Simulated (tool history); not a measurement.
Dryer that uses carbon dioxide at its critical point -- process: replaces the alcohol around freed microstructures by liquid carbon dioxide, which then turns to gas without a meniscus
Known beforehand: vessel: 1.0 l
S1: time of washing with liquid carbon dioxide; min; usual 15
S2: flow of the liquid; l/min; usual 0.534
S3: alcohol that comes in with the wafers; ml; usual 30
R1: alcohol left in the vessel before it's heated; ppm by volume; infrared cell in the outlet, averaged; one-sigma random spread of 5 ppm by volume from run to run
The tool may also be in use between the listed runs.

run 1 hour=0 | S1=15 S2=0.534 S3=30 | R1=88
run 2 hour=18.5 | S1=12 S2=0.534 S3=30 | R1=153
run 3 hour=34.5 | S1=10 S2=0.534 S3=30 | R1=284
run 4 hour=44.3 | S1=14 S2=0.534 S3=30 | R1=109
run 5 hour=62.2 | S1=14 S2=0.534 S3=30 | R1=118
-- hour=73.4 purifier's bed changed
run 6 hour=76.3 | S1=14 S2=0.534 S3=30 | R1=37
run 7 hour=87.8 | S1=14 S2=0.523 S3=30 | R1=51

Predict the results of run 8:
run 8 hour=99.3 | S1=15 S2=0.534 S3=30 | R1=?

R1: 30 ppm by volume
With the hidden condition absent and the run-to-run variation left alone, this run would have shown R1 22 ppm by volume.

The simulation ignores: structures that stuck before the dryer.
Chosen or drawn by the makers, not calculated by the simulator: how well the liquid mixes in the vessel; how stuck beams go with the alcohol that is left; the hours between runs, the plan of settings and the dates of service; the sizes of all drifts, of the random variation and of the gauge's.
